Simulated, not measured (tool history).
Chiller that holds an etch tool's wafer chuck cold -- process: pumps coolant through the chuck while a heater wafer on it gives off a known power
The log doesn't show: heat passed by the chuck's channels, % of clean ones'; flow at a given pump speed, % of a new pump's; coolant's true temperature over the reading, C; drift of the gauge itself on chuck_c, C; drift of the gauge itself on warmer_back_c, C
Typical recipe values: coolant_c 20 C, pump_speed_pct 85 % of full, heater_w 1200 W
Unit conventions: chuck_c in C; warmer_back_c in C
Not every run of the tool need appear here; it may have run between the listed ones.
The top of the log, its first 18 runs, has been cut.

run,hour,coolant_c,pump_speed_pct,heater_w,hours since the coolant was changed and the channels were flushed,hours since the pump was overhauled,hours since the chiller's thermometer was calibrated,chuck_c,warmer_back_c
19,1764.8,20,78,1216,5935,7547,2312,33.4,2.81
20,1908.9,17,63,1216,6079,7691,2457,32.5,3.53
21,2006.3,20,70,1217,6177,7788,2554,34.2,3.19
22,2101.0,20,70,896,6271,7883,2649,30.6,2.42
23,2192.4,20,67,1682,6363,7974,2740,40.6,4.54
24,2262.3,24,99,771,6433,8044,2810,31.3,1.61
25,2378.7,20,85,621,6549,8161,2926,26.4,1.47
# hour 2460.2: chiller's thermometer calibrated
26,2522.6,20,85,621,6692,8304,62,26.4,1.50
27,2606.9,26,65,1145,6776,8388,147,40.1,3.27
28,2733.8,26,96,1145,6903,8515,274,36.9,2.28
29,2856.0,26,83,1145,7025,8637,396,38.1,2.67
30,2938.9,28,91,1145,7108,8720,479,39.3,2.48
31,3002.9,20,80,657,7172,8784,543,27.0,1.70
32,3067.1,26,72,1441,7237,8848,607,42.9,3.75

Consider 3 possible next runs. They are alternatives, not a sequence: every one starts from the tool as it was left by run 32. What does each give?
A,3151.5,20,65,1115,7321,8932,691,?,?
B,3151.5,22,72,1441,7321,8932,691,?,?
C,3151.5,30,85,1200,7321,8932,691,?,?

run,chuck_c,warmer_back_c
A,33.7,3.31
B,38.8,3.79
C,42.4,2.72
Without the tool's hidden state the same runs would have given:
run,chuck_c,warmer_back_c
A,33.7,2.97
B,38.8,3.44
C,42.4,2.38

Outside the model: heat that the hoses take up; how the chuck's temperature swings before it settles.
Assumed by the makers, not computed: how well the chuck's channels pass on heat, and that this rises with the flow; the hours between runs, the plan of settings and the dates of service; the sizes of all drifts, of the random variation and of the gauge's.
